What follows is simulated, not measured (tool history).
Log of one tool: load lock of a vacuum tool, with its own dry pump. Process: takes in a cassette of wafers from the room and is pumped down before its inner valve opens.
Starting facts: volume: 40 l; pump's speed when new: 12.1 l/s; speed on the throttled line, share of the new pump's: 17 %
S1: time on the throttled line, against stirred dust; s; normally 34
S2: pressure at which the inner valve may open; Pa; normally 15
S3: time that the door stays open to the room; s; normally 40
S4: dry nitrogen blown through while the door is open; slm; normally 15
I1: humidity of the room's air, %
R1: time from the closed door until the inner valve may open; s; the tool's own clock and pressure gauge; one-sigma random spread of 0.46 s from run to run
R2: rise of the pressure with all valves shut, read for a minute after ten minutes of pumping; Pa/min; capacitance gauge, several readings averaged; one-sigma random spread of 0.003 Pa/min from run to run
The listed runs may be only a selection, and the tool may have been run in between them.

run 1 day=0 | S1=34 S2=15 S3=40 S4=15 | I1=44.4 | R1=56.8 R2=0.034
run 2 day=14.612 | S1=34 S2=15 S3=89 S4=15 | I1=46.5 | R1=57.8 R2=0.056
run 3 day=24.333 | S1=34 S2=15 S3=89 S4=15 | I1=45.6 | R1=57.4 R2=0.05
run 4 day=39.908 | S1=34 S2=15 S3=70 S4=15 | I1=47.3 | R1=57.1 R2=0.05
run 5 day=48.304 | S1=34 S2=15 S3=40 S4=15 | I1=47.3 | R1=58.3 R2=0.042
run 6 day=65.083 | S1=34 S2=15 S3=40 S4=15 | I1=47.5 | R1=58.4 R2=0.039
run 7 day=79.533 | S1=34 S2=15 S3=40 S4=15 | I1=45.2 | R1=58.6 R2=0.046
run 8 day=94.2 | S1=34 S2=15 S3=40 S4=9 | I1=45.6 | R1=57.5 R2=0.051
run 9 day=102.558 | S1=34 S2=15 S3=40 S4=9 | I1=49.8 | R1=57.5 R2=0.055
run 10 day=110.521 | S1=34 S2=15 S3=40 S4=15 | I1=44.4 | R1=58.2 R2=0.047
run 11 day=119.921 | S1=34 S2=15 S3=40 S4=15 | I1=49.2 | R1=58.6 R2=0.052
run 12 day=128.367 | S1=34 S2=15 S3=40 S4=15 | I1=43.5 | R1=59 R2=0.046
run 13 day=135.483 | S1=34 S2=15 S3=40 S4=15 | I1=41.6 | R1=59.2 R2=0.049
run 14 day=142.829 | S1=34 S2=15 S3=40 S4=15 | I1=46 | R1=59.5 R2=0.044
run 15 day=159.962 | S1=34 S2=15 S3=40 S4=15 | I1=46.2 | R1=59.6 R2=0.056
run 16 day=168.021 | S1=46 S2=15 S3=40 S4=15 | I1=42.3 | R1=69.7 R2=0.061
run 17 day=183.138 | S1=34 S2=23 S3=40 S4=15 | I1=46.3 | R1=59.1 R2=0.062
run 18 day=195.046 | S1=34 S2=15 S3=40 S4=18 | I1=45.1 | R1=60.6 R2=0.057
run 19 day=208.796 | S1=34 S2=15 S3=40 S4=15 | I1=44.9 | R1=61.3 R2=0.063
run 20 day=223.933 | S1=34 S2=15 S3=32 S4=8 | I1=40.2 | R1=60.6 R2=0.065
run 21 day=235.454 | S1=34 S2=11 S3=40 S4=15 | I1=46.2 | R1=62.3 R2=0.062
run 22 day=248.688 | S1=34 S2=12 S3=40 S4=15 | I1=43.2 | R1=61.7 R2=0.067
run 23 day=259.783 | S1=66 S2=15 S3=64 S4=14 | I1=47.5 | R1=86.5 R2=0.079
run 24 day=275.292 | S1=34 S2=18 S3=39 S4=15 | I1=43.9 | R1=61.7 R2=0.071
run 25 day=282.912 | S1=34 S2=18 S3=39 S4=15 | I1=44.6 | R1=61.2 R2=0.07
run 26 day=295.392 | S1=23 S2=29 S3=149 S4=15 | I1=48.6 | R1=51.6 R2=0.112
run 27 day=305.804 | S1=23 S2=29 S3=149 S4=15 | I1=48.4 | R1=51.2 R2=0.109
run 28 day=317.675 | S1=23 S2=29 S3=149 S4=15 | I1=41.3 | R1=52.1 R2=0.113
run 29 day=328.212 | S1=23 S2=10 S3=38 S4=15 | I1=42.1 | R1=55.6 R2=0.077
run 30 day=339.9 | S1=18 S2=14 S3=101 S4=38 | I1=43.7 | R1=51.8 R2=0.09
run 31 day=349.825 | S1=18 S2=14 S3=101 S4=38 | I1=47.8 | R1=51.9 R2=0.091
run 32 day=365.388 | S1=27 S2=15 S3=32 S4=15 | I1=43.7 | R1=58.3 R2=0.091
run 33 day=378.304 | S1=27 S2=15 S3=32 S4=15 | I1=46.4 | R1=58.4 R2=0.094
run 34 day=392.971 | S1=48 S2=15 S3=63 S4=22 | I1=44.2 | R1=74.9 R2=0.099
-- day=398.362 dry pump taken out, an overhauled one fitted
run 35 day=409.962 | S1=48 S2=15 S3=63 S4=22 | I1=46 | R1=68.1 R2=0.1
run 36 day=424.871 | S1=24 S2=13 S3=40 S4=15 | I1=44.3 | R1=49.7 R2=0.101
run 37 day=437.854 | S1=33 S2=13 S3=28 S4=30 | I1=47 | R1=57.3 R2=0.093
run 38 day=452.742 | S1=30 S2=11 S3=45 S4=30 | I1=48 | R1=55 R2=0.107

Each run again, without the hidden state but with its own random variation kept:
Hidden state present: pump's speed, % of a new pump's; leak at the door's seal, Pa l/s; drift of the gauge itself on ready_s, %; drift of the gauge itself on rise_pa_min, %.
run=1 R1=56.7 R2=0.026
run=2 R1=57.5 R2=0.047
run=3 R1=57 R2=0.039
run=4 R1=56.5 R2=0.038
run=5 R1=57.5 R2=0.029
run=6 R1=57.4 R2=0.024
run=7 R1=57.4 R2=0.03
run=8 R1=56.1 R2=0.033
run=9 R1=55.9 R2=0.036
run=10 R1=56.5 R2=0.027
run=11 R1=56.8 R2=0.031
run=12 R1=57.1 R2=0.024
run=13 R1=57.1 R2=0.026
run=14 R1=57.4 R2=0.02
run=15 R1=57.1 R2=0.029
run=16 R1=67.4 R2=0.033
run=17 R1=56.4 R2=0.032
run=18 R1=57.5 R2=0.025
run=19 R1=58 R2=0.029
run=20 R1=57 R2=0.028
run=21 R1=58.3 R2=0.025
run=22 R1=57.6 R2=0.027
run=23 R1=83.3 R2=0.036
run=24 R1=57.2 R2=0.026
run=25 R1=56.6 R2=0.025
run=26 R1=46.7 R2=0.063
run=27 R1=46.1 R2=0.06
run=28 R1=46.7 R2=0.061
run=29 R1=49.1 R2=0.021
run=30 R1=45 R2=0.033
run=31 R1=44.9 R2=0.033
run=32 R1=51.5 R2=0.03
run=33 R1=51.4 R2=0.029
run=34 R1=68.5 R2=0.033
run=35 R1=68.2 R2=0.029
run=36 R1=49.6 R2=0.029
run=37 R1=57.1 R2=0.018
run=38 R1=54.5 R2=0.027

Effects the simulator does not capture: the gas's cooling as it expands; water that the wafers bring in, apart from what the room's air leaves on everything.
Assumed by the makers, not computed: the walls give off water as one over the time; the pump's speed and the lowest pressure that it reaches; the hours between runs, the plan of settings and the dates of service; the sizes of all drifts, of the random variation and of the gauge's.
